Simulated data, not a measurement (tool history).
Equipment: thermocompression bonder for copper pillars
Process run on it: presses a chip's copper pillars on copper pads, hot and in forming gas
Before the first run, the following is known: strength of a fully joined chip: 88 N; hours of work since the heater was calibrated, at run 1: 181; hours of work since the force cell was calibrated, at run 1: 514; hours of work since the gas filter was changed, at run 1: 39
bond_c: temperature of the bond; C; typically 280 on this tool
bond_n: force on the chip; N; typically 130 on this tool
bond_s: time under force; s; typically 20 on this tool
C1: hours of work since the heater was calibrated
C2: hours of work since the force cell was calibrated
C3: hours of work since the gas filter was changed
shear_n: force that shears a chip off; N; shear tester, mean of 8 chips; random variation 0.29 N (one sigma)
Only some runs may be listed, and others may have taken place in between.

Run 1, hour 0: usual settings; C1 181; C2 514; C3 39. Result: shear_n 46.6 N.
Run 2, hour 37: usual settings; C1 201; C2 534; C3 59. Result: shear_n 46.6 N.
Run 3, hour 100.9: usual settings; C1 236; C2 569; C3 94. Result: shear_n 46.8 N.
Run 4, hour 162.3: usual settings; C1 269; C2 602; C3 127. Result: shear_n 47.4 N.
Run 5, hour 200.4: usual settings; C1 290; C2 623; C3 148. Result: shear_n 47.5 N.
Run 6, hour 241.6: usual settings; C1 312; C2 645; C3 170. Result: shear_n 47.5 N.
Run 7, hour 275.7: usual settings but bond_c 292 C; C1 331; C2 663; C3 189. Result: shear_n 53.6 N.
Run 8, hour 310.5: usual settings but bond_c 292 C; C1 350; C2 682; C3 208. Result: shear_n 53.3 N.
Run 9, hour 352.4: usual settings but bond_n 140 N, bond_s 10 s; C1 372; C2 705; C3 230. Result: shear_n 38.7 N.
Run 10, hour 399.7: usual settings but bond_c 251 C, bond_n 104 N, bond_s 49 s; C1 398; C2 731; C3 256. Result: shear_n 40.6 N.
Run 11, hour 446.6: usual settings but bond_c 266 C, bond_s 23 s; C1 424; C2 756; C3 282. Result: shear_n 41.8 N.
Run 12, hour 480.6: usual settings but bond_n 80 N; C1 442; C2 775; C3 300. Result: shear_n 38.5 N.
Run 13, hour 524.3: usual settings but bond_c 268 C, bond_n 105 N, bond_s 13 s; C1 466; C2 799; C3 324. Result: shear_n 31.8 N.
Run 14, hour 581.2: usual settings but bond_c 266 C, bond_n 105 N, bond_s 26 s; C1 497; C2 829; C3 355. Result: shear_n 40.2 N.
Run 15, hour 623.7: usual settings but bond_c 266 C, bond_n 105 N, bond_s 26 s; C1 520; C2 853; C3 378. Result: shear_n 40.4 N.

Consider 5 possible next runs. They are alternatives, not a sequence: every one starts from the tool as it was left by run 15. What does each give?
Run A, hour 666.1: usual settings but bond_c 278 C, bond_n 105 N, bond_s 45 s; C1 543; C2 876; C3 401. Result: shear_n ?.
Run B, hour 666.1: usual settings but bond_c 259 C, bond_n 105 N, bond_s 26 s; C1 543; C2 876; C3 401. Result: shear_n ?.
Run C, hour 666.1: usual settings but bond_c 264 C, bond_n 138 N; C1 543; C2 876; C3 401. Result: shear_n ?.
Run D, hour 666.1: usual settings but bond_n 104 N, bond_s 12 s; C1 543; C2 876; C3 401. Result: shear_n ?.
Run E, hour 666.1: usual settings but bond_c 266 C, bond_n 83 N, bond_s 41 s; C1 543; C2 876; C3 401. Result: shear_n ?.

run  shear_n
  A     54.5
  B     36.6
  C     40.9
  D     36.4
  E     42.4
Without the tool's hidden state the same runs would have given:
run  shear_n
  A     53.1
  B     34.3
  C     38.7
  D     34.5
  E     40.2
